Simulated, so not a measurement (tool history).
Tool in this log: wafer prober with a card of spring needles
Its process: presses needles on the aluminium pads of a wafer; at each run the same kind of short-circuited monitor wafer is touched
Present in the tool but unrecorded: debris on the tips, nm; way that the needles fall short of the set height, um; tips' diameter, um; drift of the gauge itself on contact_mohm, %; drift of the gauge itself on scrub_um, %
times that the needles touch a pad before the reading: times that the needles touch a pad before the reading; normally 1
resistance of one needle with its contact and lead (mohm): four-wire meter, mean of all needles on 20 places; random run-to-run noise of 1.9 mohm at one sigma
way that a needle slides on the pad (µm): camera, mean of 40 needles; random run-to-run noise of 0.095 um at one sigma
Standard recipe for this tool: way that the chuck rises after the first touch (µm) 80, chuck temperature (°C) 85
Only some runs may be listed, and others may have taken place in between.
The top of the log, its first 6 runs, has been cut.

| run | day | way that the chuck rises after the first touch (µm) | chuck temperature (°C) | times that the needles touch a pad before the reading | touches since the tips were cleaned | cleanings since the card got new needles | touches since the first contact's height was set | resistance of one needle with its contact and lead (mohm) | way that a needle slides on the pad (µm) |
|---|---|---|---|---|---|---|---|---|---|
|  | 2.683 | tips cleaned on abrasive film |
|  | 2.95 | tips cleaned on abrasive film |
| 7 | 2.975 | 80 | 57 | 1 | 420 | 106 | 27932 | 203 | 13.1 |
|  | 3.208 | tips cleaned on abrasive film |
|  | 3.5 | tips cleaned on abrasive film |
| 8 | 3.512 | 80 | 57 | 1 | 211 | 108 | 36548 | 202 | 13.11 |
|  | 3.762 | tips cleaned on abrasive film |
| 9 | 3.933 | 80 | 85 | 2 | 2767 | 109 | 43310 | 211 | 13.13 |
|  | 4.038 | tips cleaned on abrasive film |
|  | 4.321 | tips cleaned on abrasive film |
|  | 4.567 | tips cleaned on abrasive film |
| 10 | 4.567 | 80 | 85 | 2 | 0 | 112 | 53366 | 208 | 12.96 |
|  | 4.817 | tips cleaned on abrasive film |
| 11 | 4.896 | 80 | 85 | 2 | 1280 | 113 | 58653 | 211 | 13.13 |
|  | 5.058 | tips cleaned on abrasive film |
|  | 5.329 | tips cleaned on abrasive film |
| 12 | 5.362 | 80 | 85 | 2 | 546 | 115 | 66103 | 211 | 13.09 |
|  | 5.592 | tips cleaned on abrasive film |
|  | 5.85 | tips cleaned on abrasive film |
| 13 | 5.921 | 80 | 85 | 1 | 1158 | 117 | 75074 | 212 | 13.05 |
|  | 6.142 | tips cleaned on abrasive film |
| 14 | 6.238 | 80 | 85 | 1 | 1538 | 118 | 80092 | 207 | 13 |
|  | 6.396 | tips cleaned on abrasive film |
| 15 | 6.612 | 80 | 57 | 1 | 3536 | 119 | 86166 | 205 | 12.96 |
|  | 6.646 | tips cleaned on abrasive film |
|  | 6.917 | tips cleaned on abrasive film |
| 16 | 7.008 | 80 | 92 | 2 | 1443 | 121 | 92417 | 208 | 13.05 |
|  | 7.175 | tips cleaned on abrasive film |
|  | 7.454 | tips cleaned on abrasive film |
| 17 | 7.683 | 71 | 85 | 1 | 3733 | 123 | 103286 | 212 | 11.69 |
|  | 7.742 | tips cleaned on abrasive film |
|  | 7.992 | tips cleaned on abrasive film |
|  | 8.242 | tips cleaned on abrasive film |
| 18 | 8.367 | 71 | 85 | 1 | 2070 | 126 | 114197 | 213 | 11.6 |
|  | 8.542 | tips cleaned on abrasive film |
| 19 | 8.679 | 71 | 85 | 1 | 2280 | 127 | 119187 | 209 | 11.82 |
|  | 8.804 | tips cleaned on abrasive film |
|  | 9.075 | tips cleaned on abrasive film |
| 20 | 9.233 | 71 | 26 | 1 | 2583 | 129 | 128048 | 199 | 11.57 |
|  | 9.342 | tips cleaned on abrasive film |
|  | 9.604 | tips cleaned on abrasive film |
|  | 9.85 | tips cleaned on abrasive film |
| 21 | 9.85 | 62 | 63 | 1 | 0 | 132 | 137852 | 209 | 10.19 |
|  | 10.129 | tips cleaned on abrasive film |
|  | 10.421 | tips cleaned on abrasive film |
| 22 | 10.442 | 80 | 85 | 2 | 296 | 134 | 147307 | 210 | 12.96 |

Forecast run 23:
|  | 10.708 | tips cleaned on abrasive film |
|  | 10.721 | height of the first contact set anew |
| 23 | 10.838 | 80 | 85 | 2 | 1944 | 135 | 1944 | ? | ? |

{"run 23": {"resistance of one needle with its contact and lead (mohm)": 209, "way that a needle slides on the pad (µm)": 13.26}}
Had the tool carried no hidden state, the very same run would have given resistance of one needle with its contact and lead (mohm) 209, way that a needle slides on the pad (µm) 13.26.
